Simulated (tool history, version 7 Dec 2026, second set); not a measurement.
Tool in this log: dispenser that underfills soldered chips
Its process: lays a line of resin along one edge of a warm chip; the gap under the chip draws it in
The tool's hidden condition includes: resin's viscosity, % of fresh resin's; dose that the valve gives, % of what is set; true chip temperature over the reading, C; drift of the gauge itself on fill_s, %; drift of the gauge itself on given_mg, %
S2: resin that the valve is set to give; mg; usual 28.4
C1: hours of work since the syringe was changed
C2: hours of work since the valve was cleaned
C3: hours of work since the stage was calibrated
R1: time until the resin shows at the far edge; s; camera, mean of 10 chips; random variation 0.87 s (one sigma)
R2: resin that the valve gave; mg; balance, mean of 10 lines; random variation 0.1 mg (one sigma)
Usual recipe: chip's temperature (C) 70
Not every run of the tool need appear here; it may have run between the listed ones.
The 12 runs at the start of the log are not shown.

{"day": 3.038, "done": "new syringe of resin"}
{"run": 13, "day": 3.308, "chip's temperature (C)": 70, "S2": 28.4, "C1": 4, "C2": 38, "C3": 160, "R1": 119.8, "R2": 27.75}
{"day": 3.375, "done": "new syringe of resin"}
{"run": 14, "day": 3.542, "chip's temperature (C)": 70, "S2": 28.4, "C1": 3, "C2": 41, "C3": 164, "R1": 105.6, "R2": 27.39}
{"day": 3.721, "done": "new syringe of resin"}
{"run": 15, "day": 3.904, "chip's temperature (C)": 70, "S2": 28.4, "C1": 3, "C2": 47, "C3": 170, "R1": 105.4, "R2": 27.58}
{"day": 4.067, "done": "new syringe of resin"}
{"run": 16, "day": 4.146, "chip's temperature (C)": 70, "S2": 28.4, "C1": 1, "C2": 51, "C3": 174, "R1": 93.6, "R2": 27.41}
{"day": 4.267, "done": "dispensing valve cleaned and set on the balance"}
{"day": 4.446, "done": "new syringe of resin"}
{"run": 17, "day": 4.483, "chip's temperature (C)": 70, "S2": 28.4, "C1": 1, "C2": 3, "C3": 178, "R1": 90.4, "R2": 28.36}
{"run": 18, "day": 4.683, "chip's temperature (C)": 65, "S2": 28.4, "C1": 4, "C2": 7, "C3": 182, "R1": 147.9, "R2": 28.11}
{"day": 4.804, "done": "new syringe of resin"}
{"run": 19, "day": 5.079, "chip's temperature (C)": 63, "S2": 32.6, "C1": 5, "C2": 13, "C3": 188, "R1": 173.9, "R2": 32}
{"day": 5.15, "done": "new syringe of resin"}
{"run": 20, "day": 5.275, "chip's temperature (C)": 60, "S2": 24.8, "C1": 2, "C2": 16, "C3": 191, "R1": 166.5, "R2": 24.27}
{"day": 5.496, "done": "new syringe of resin"}
{"run": 21, "day": 5.65, "chip's temperature (C)": 60, "S2": 24.8, "C1": 3, "C2": 22, "C3": 197, "R1": 171.1, "R2": 24.1}
{"day": 5.846, "done": "new syringe of resin"}
{"run": 22, "day": 6.029, "chip's temperature (C)": 60, "S2": 26.2, "C1": 3, "C2": 28, "C3": 203, "R1": 177.7, "R2": 25.45}
{"day": 6.183, "done": "new syringe of resin"}
{"run": 23, "day": 6.425, "chip's temperature (C)": 61, "S2": 35.1, "C1": 4, "C2": 34, "C3": 209, "R1": 177.1, "R2": 33.89}
{"day": 6.525, "done": "new syringe of resin"}
{"run": 24, "day": 6.667, "chip's temperature (C)": 84, "S2": 35.3, "C1": 2, "C2": 38, "C3": 213, "R1": 55.3, "R2": 34.08}
{"day": 6.871, "done": "new syringe of resin"}
{"run": 25, "day": 7.067, "chip's temperature (C)": 71, "S2": 28, "C1": 3, "C2": 45, "C3": 219, "R1": 105.8, "R2": 26.77}
{"day": 7.221, "done": "new syringe of resin"}
{"run": 26, "day": 7.388, "chip's temperature (C)": 64, "S2": 30.2, "C1": 3, "C2": 50, "C3": 225, "R1": 139.1, "R2": 28.91}
{"day": 7.567, "done": "new syringe of resin"}
{"day": 7.608, "done": "dispensing valve cleaned and set on the balance"}
{"run": 27, "day": 7.829, "chip's temperature (C)": 64, "S2": 30.2, "C1": 4, "C2": 4, "C3": 231, "R1": 152, "R2": 30.06}
{"day": 7.946, "done": "new syringe of resin"}
{"run": 28, "day": 8.129, "chip's temperature (C)": 64, "S2": 29.7, "C1": 3, "C2": 8, "C3": 236, "R1": 148.7, "R2": 29.39}
{"day": 8.3, "done": "new syringe of resin"}
{"run": 29, "day": 8.383, "chip's temperature (C)": 75, "S2": 28.4, "C1": 1, "C2": 12, "C3": 240, "R1": 77.7, "R2": 28.14}
{"run": 30, "day": 8.542, "chip's temperature (C)": 81, "S2": 34.7, "C1": 4, "C2": 15, "C3": 242, "R1": 69.5, "R2": 34.38}
{"day": 8.638, "done": "new syringe of resin"}
{"run": 31, "day": 8.871, "chip's temperature (C)": 81, "S2": 34.7, "C1": 4, "C2": 20, "C3": 247, "R1": 69.8, "R2": 34.21}
{"day": 8.975, "done": "new syringe of resin"}
{"run": 32, "day": 9.046, "chip's temperature (C)": 56, "S2": 28.4, "C1": 1, "C2": 23, "C3": 250, "R1": 193.3, "R2": 27.85}
{"day": 9.308, "done": "new syringe of resin"}
{"run": 33, "day": 9.342, "chip's temperature (C)": 80, "S2": 29.1, "C1": 1, "C2": 28, "C3": 255, "R1": 57.8, "R2": 28.55}
{"day": 9.646, "done": "new syringe of resin"}
{"run": 34, "day": 9.738, "chip's temperature (C)": 80, "S2": 29.1, "C1": 1, "C2": 34, "C3": 261, "R1": 61.5, "R2": 28.27}
{"run": 35, "day": 9.896, "chip's temperature (C)": 83, "S2": 29.1, "C1": 4, "C2": 37, "C3": 264, "R1": 67.1, "R2": 28.27}

What if the next run were any one of these 3? Each begins from the tool's condition after run 35:
{"day": 9.988, "done": "new syringe of resin"}
{"run": "A", "day": 10.275, "chip's temperature (C)": 64, "S2": 25.9, "C1": 5, "C2": 43, "C3": 270, "R1": "?", "R2": "?"}
{"day": 9.988, "done": "new syringe of resin"}
{"run": "B", "day": 10.275, "chip's temperature (C)": 79, "S2": 27.9, "C1": 5, "C2": 43, "C3": 270, "R1": "?", "R2": "?"}
{"day": 9.988, "done": "new syringe of resin"}
{"run": "C", "day": 10.275, "chip's temperature (C)": 83, "S2": 31.4, "C1": 5, "C2": 43, "C3": 270, "R1": "?", "R2": "?"}

run=A R1=167.4 R2=25.1
run=B R1=82.4 R2=26.88
run=C R1=67.8 R2=30.35
Stripped of hidden state, with their random variation kept, the same runs would have yielded:
run=A R1=110 R2=25.95
run=B R1=54.7 R2=27.79
run=C R1=45.4 R2=31.38

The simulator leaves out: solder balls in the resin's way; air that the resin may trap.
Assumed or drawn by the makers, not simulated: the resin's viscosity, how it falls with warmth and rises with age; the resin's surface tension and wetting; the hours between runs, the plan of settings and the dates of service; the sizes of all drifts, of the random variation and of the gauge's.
